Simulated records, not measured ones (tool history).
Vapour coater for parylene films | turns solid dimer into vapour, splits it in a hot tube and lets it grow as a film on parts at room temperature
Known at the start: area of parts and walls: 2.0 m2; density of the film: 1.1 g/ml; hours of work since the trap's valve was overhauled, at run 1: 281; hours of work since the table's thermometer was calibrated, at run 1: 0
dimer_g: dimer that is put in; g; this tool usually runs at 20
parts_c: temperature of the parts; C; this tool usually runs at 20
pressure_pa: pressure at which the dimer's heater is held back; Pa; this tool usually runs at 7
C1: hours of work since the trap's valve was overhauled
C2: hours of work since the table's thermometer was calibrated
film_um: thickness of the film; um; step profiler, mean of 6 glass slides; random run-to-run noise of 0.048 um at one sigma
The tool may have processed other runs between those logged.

Run 1, hour 0: usual settings; C1 281; C2 0. Result: film_um 4.76 um.
At hour 13.2: trap's valve overhauled.
Run 2, hour 21.4: usual settings but dimer_g 21 g; C1 7; C2 16. Result: film_um 5.7 um.
Run 3, hour 38.8: usual settings but dimer_g 21 g; C1 23; C2 31. Result: film_um 5.8 um.
Run 4, hour 57.3: usual settings but pressure_pa 8.88 Pa; C1 40; C2 48. Result: film_um 5.24 um.
Run 5, hour 71.3: usual settings but parts_c 26 C; C1 52; C2 61. Result: film_um 4.25 um.
Run 6, hour 85.8: usual settings but parts_c 26 C; C1 65; C2 74. Result: film_um 4.16 um.
Run 7, hour 98.2: usual settings but parts_c 26 C; C1 76; C2 85. Result: film_um 4.17 um.
Run 8, hour 116.6: usual settings but pressure_pa 9.74 Pa; C1 93; C2 101. Result: film_um 5.16 um.
Run 9, hour 131.9: usual settings but dimer_g 19 g; C1 107; C2 115. Result: film_um 5 um.
Run 10, hour 146.4: usual settings but dimer_g 19 g; C1 120; C2 128. Result: film_um 4.86 um.
Run 11, hour 167.5: usual settings but dimer_g 19 g; C1 139; C2 147. Result: film_um 4.93 um.
Run 12, hour 183.7: usual settings but dimer_g 10 g, parts_c 14 C, pressure_pa 6.45 Pa; C1 153; C2 162. Result: film_um 3.16 um.
Run 13, hour 201: usual settings but dimer_g 13 g, parts_c 25 C, pressure_pa 9.51 Pa; C1 169; C2 177. Result: film_um 2.63 um.
Run 14, hour 227.1: usual settings but dimer_g 12 g, parts_c 13 C; C1 192; C2 201. Result: film_um 3.9 um.
Run 15, hour 253.2: usual settings but parts_c 13 C, pressure_pa 9.92 Pa; C1 216; C2 224. Result: film_um 6.25 um.
Run 16, hour 269.8: usual settings but dimer_g 11 g, parts_c 17 C; C1 231; C2 239. Result: film_um 2.97 um.
Run 17, hour 291.8: usual settings but dimer_g 19 g, parts_c 21 C, pressure_pa 6.25 Pa; C1 250; C2 259. Result: film_um 4.43 um.
Run 18, hour 308.2: usual settings but dimer_g 19 g, parts_c 21 C, pressure_pa 6.25 Pa; C1 265; C2 273. Result: film_um 4.37 um.

Each row is a separate what-if for the run after 18, all from the same tool condition, not one after another. Results?
Run A, hour 322.9: usual settings but dimer_g 21 g, parts_c 21 C, pressure_pa 2.07 Pa; C1 278; C2 287. Result: film_um ?.
Run B, hour 322.9: usual settings but dimer_g 19 g, parts_c 15 C, pressure_pa 9.2 Pa; C1 278; C2 287. Result: film_um ?.
Run C, hour 322.9: usual settings but parts_c 27 C, pressure_pa 4.99 Pa; C1 278; C2 287. Result: film_um ?.
Run D, hour 322.9: usual settings but dimer_g 35 g, parts_c 32 C, pressure_pa 2.33 Pa; C1 278; C2 287. Result: film_um ?.

run  film_um
  A     4.95
  B     5.33
  C     3.65
  D     5.41
Without the tool's unlogged condition, the same runs would have read:
run  film_um
  A     5.78
  B     6.23
  C     4.27
  D     6.33

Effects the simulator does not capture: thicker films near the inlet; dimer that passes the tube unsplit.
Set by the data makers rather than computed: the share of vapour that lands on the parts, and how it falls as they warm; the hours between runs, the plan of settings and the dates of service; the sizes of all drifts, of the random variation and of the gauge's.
